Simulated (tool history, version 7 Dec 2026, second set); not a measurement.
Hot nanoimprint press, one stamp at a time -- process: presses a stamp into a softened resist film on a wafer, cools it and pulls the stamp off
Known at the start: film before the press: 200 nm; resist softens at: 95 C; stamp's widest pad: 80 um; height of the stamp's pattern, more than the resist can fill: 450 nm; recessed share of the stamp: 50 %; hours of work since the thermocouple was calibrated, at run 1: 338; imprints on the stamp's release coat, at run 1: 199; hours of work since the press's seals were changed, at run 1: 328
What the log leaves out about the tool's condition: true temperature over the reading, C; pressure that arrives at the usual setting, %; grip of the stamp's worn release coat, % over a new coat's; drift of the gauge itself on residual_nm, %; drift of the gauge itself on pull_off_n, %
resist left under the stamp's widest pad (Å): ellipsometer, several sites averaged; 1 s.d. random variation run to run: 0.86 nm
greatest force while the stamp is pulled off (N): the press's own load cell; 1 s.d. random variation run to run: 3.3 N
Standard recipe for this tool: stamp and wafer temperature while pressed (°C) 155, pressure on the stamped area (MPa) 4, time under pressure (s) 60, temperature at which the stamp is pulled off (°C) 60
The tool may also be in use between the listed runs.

run   hour  stamp and wafer temperature while pressed (°C)  pressure on the stamped area (MPa)  time under pressure (s)  temperature at which the stamp is pulled off (°C)  hours of work since the thermocouple was calibrated  imprints on the stamp's release coat  hours of work since the press's seals were changed  resist left under the stamp's widest pad (Å)  greatest force while the stamp is pulled off (N)
  1      0                                             155                                   4                       60                                                 60                                                  338                                   199                                                 328                                          1171                                               159
  2    8.5                                             155                                   4                       60                                                 60                                                  342                                   214                                                 332                                          1181                                               159
  3   24.4                                             155                                   4                       60                                                 60                                                  350                                   241                                                 339                                          1174                                               155
  4   34.1                                             155                                   4                       60                                                 60                                                  355                                   258                                                 344                                          1186                                               161
  5   51.1                                             155                                   4                       60                                                 60                                                  363                                   287                                                 352                                          1173                                               151
  6   69.4                                             155                                   4                       60                                                 60                                                  372                                   319                                                 361                                          1172                                               157
  7     82                                             155                                   4                       60                                                 60                                                  378                                   341                                                 367                                          1171                                               161
      91.1  -- plate thermocouple calibrated
  8   94.3                                             155                                   4                       60                                                 60                                                    2                                   357                                                 372                                          1165                                               157
  9  104.2                                             155                                   4                       60                                                 60                                                    6                                   374                                                 377                                          1167                                               157
 10  118.4                                             155                                2.81                       60                                                 60                                                   13                                   399                                                 384                                          1356                                               154
 11  133.9                                             155                                2.81                       60                                                 60                                                   21                                   425                                                 391                                          1343                                               156
 12  152.3                                             155                                   4                       60                                                 60                                                   30                                   457                                                 400                                          1164                                               162
 13  165.6                                             155                                   4                       60                                                 60                                                   36                                   480                                                 407                                          1165                                               161
 14  183.5                                             155                                   4                       60                                                 60                                                   45                                   511                                                 415                                          1164                                               156
 15  195.1                                             155                                   4                       60                                                 60                                                   51                                   531                                                 421                                          1169                                               161
 16    212                                             155                                   4                       60                                                 60                                                   59                                   560                                                 429                                          1166                                               163
 17  230.3                                             155                                   4                      112                                                 60                                                   68                                   592                                                 438                                           966                                               157
 18  238.7                                             163                                5.12                       60                                                 60                                                   72                                   607                                                 442                                           807                                               158
 19  252.6                                             163                                5.12                       79                                                 55                                                   79                                   631                                                 449                                           744                                               172
 20  267.4                                             155                                3.19                       95                                                 60                                                   86                                   656                                                 456                                          1132                                               163
 21  281.4                                             155                                3.19                       95                                                 60                                                   92                                   680                                                 463                                          1122                                               162
 22  294.9                                             155                                   4                       63                                                 46                                                   99                                   704                                                 469                                          1141                                               192
 23  307.2                                             144                                   4                       60                                                 48                                                  105                                   725                                                 475                                          1544                                               197
 24  323.5                                             144                                   4                       60                                                 48                                                  113                                   753                                                 483                                          1553                                               195
 25  341.5                                             144                                4.95                       60                                                 48                                                  122                                   784                                                 492                                          1446                                               188
 26  351.6                                             158                                2.56                       41                                                 60                                                  127                                   802                                                 497                                          1431                                               156
 27  368.6                                             155                                2.56                       42                                                 54                                                  135                                   831                                                 505                                          1517                                               176
 28  384.3                                             160                                3.81                       32                                                 63                                                  143                                   858                                                 513                                          1233                                               150
 29  396.1                                             160                                3.81                       32                                                 63                                                  148                                   879                                                 519                                          1243                                               152
 30  412.3                                             160                                3.81                       32                                                 63                                                  156                                   907                                                 527                                          1249                                               149
 31  425.8                                             164                                3.81                       32                                                 58                                                  163                                   930                                                 533                                          1128                                               166

Consider 3 possible next runs. They are alternatives, not a sequence: every one starts from the tool as it was left by run 31. What does each give?
  A  440.6                                             164                                5.39                       41                                                 56                                                  170                                   956                                                 540                                             ?                                                 ?
  B  440.6                                             164                                2.51                       32                                                 53                                                  170                                   956                                                 540                                             ?                                                 ?
  C  440.6                                             155                                   4                       67                                                 60                                                  170                                   956                                                 540                                             ?                                                 ?

run  resist left under the stamp's widest pad (Å)  greatest force while the stamp is pulled off (N)
  A                                           852                                               168
  B                                          1344                                               179
  C                                          1125                                               155
Take away the tool's hidden state, keep each run's random variation, and the runs would have read:
run  resist left under the stamp's widest pad (Å)  greatest force while the stamp is pulled off (N)
  A                                           850                                               166
  B                                          1342                                               177
  C                                          1122                                               153
